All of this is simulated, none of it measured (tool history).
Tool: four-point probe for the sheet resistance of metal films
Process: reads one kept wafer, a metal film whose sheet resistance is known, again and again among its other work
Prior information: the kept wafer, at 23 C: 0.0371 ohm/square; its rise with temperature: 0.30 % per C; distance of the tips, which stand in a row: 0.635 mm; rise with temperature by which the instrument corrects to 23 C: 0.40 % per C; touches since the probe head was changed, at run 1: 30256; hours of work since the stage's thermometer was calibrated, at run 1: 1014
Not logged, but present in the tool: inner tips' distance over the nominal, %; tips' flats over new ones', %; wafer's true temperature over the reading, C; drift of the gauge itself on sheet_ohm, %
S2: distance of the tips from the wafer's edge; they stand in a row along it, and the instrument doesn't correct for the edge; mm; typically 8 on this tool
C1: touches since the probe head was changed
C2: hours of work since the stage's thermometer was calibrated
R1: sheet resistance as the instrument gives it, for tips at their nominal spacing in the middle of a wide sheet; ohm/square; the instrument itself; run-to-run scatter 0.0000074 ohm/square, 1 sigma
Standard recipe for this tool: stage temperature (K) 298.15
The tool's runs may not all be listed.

Run 1, day 0.000: usual settings; C1 30256; C2 1014. Result: R1 0.037011 ohm/square.
Run 2, day 0.883: usual settings; C1 31003; C2 1025. Result: R1 0.037019 ohm/square.
Run 3, day 1.783: usual settings; C1 31765; C2 1036. Result: R1 0.037004 ohm/square.
Run 4, day 2.658: usual settings but stage temperature (K) 303.15; C1 32503; C2 1046. Result: R1 0.036821 ohm/square.
Run 5, day 4.300: usual settings; C1 33892; C2 1066. Result: R1 0.037013 ohm/square.
Run 6, day 5.442: usual settings; C1 34857; C2 1080. Result: R1 0.037014 ohm/square.
Run 7, day 6.638: usual settings; C1 35869; C2 1094. Result: R1 0.037006 ohm/square.
Run 8, day 8.167: usual settings; C1 37163; C2 1113. Result: R1 0.037027 ohm/square.
Run 9, day 9.492: usual settings; C1 38284; C2 1129. Result: R1 0.037019 ohm/square.
Run 10, day 10.638: usual settings; C1 39250; C2 1142. Result: R1 0.037023 ohm/square.
Run 11, day 12.358: usual settings; C1 40706; C2 1163. Result: R1 0.037005 ohm/square.
Run 12, day 13.900: usual settings; C1 42011; C2 1182. Result: R1 0.037008 ohm/square.
At day 14.075: stage's thermometer calibrated.
Run 13, day 15.454: usual settings but S2 22 mm; C1 43307; C2 17. Result: R1 0.036906 ohm/square.
Run 14, day 16.688: usual settings but stage temperature (K) 294.15, S2 48 mm; C1 44349; C2 31. Result: R1 0.037047 ohm/square.
Run 15, day 17.962: usual settings but stage temperature (K) 294.15, S2 48 mm; C1 45429; C2 47. Result: R1 0.037049 ohm/square.
At day 18.746: stage's thermometer calibrated, once more.
Run 16, day 19.396: usual settings but stage temperature (K) 303.15, S2 25 mm; C1 46623; C2 8. Result: R1 0.036776 ohm/square.
Run 17, day 20.792: usual settings but stage temperature (K) 303.15, S2 25 mm; C1 47804; C2 25. Result: R1 0.036780 ohm/square.
Run 18, day 22.079: usual settings but stage temperature (K) 304.15, S2 21 mm; C1 48892; C2 40. Result: R1 0.036756 ohm/square.
Run 19, day 23.175: usual settings but stage temperature (K) 307.15, S2 18 mm; C1 49818; C2 53. Result: R1 0.036639 ohm/square.
Run 20, day 24.371: usual settings but stage temperature (K) 307.15, S2 18 mm; C1 50829; C2 68. Result: R1 0.036643 ohm/square.
Run 21, day 26.004: usual settings but stage temperature (K) 307.15, S2 18 mm; C1 52209; C2 87. Result: R1 0.036649 ohm/square.
Run 22, day 27.521: usual settings but stage temperature (K) 291.15, S2 51 mm; C1 53493; C2 105. Result: R1 0.037220 ohm/square.
Run 23, day 28.254: usual settings but stage temperature (K) 291.15, S2 51 mm; C1 54114; C2 114. Result: R1 0.037218 ohm/square.
Run 24, day 30.012: usual settings but stage temperature (K) 299.15, S2 11 mm; C1 55601; C2 135. Result: R1 0.036991 ohm/square.
Run 25, day 31.238: usual settings but stage temperature (K) 297.15, S2 21 mm; C1 56637; C2 150. Result: R1 0.037003 ohm/square.
Run 26, day 32.900: usual settings but stage temperature (K) 297.15, S2 21 mm; C1 58040; C2 170. Result: R1 0.037025 ohm/square.

Here are 3 independent what-if runs from the current tool condition. What would each one return?
Run A, day 33.638: usual settings but stage temperature (K) 297.15, S2 3 mm; C1 58665; C2 179. Result: R1 ?.
Run B, day 33.638: usual settings but stage temperature (K) 300.15, S2 31 mm; C1 58665; C2 179. Result: R1 ?.
Run C, day 33.638: usual settings but stage temperature (K) 294.15, S2 41 mm; C1 58665; C2 179. Result: R1 ?.

run        R1
  A  0.037868
  B  0.036884
  C  0.037121
The same runs, with their run-to-run variation unchanged, on a tool lacking any hidden condition would have given:
run        R1
  A  0.037936
  B  0.036950
  C  0.037187

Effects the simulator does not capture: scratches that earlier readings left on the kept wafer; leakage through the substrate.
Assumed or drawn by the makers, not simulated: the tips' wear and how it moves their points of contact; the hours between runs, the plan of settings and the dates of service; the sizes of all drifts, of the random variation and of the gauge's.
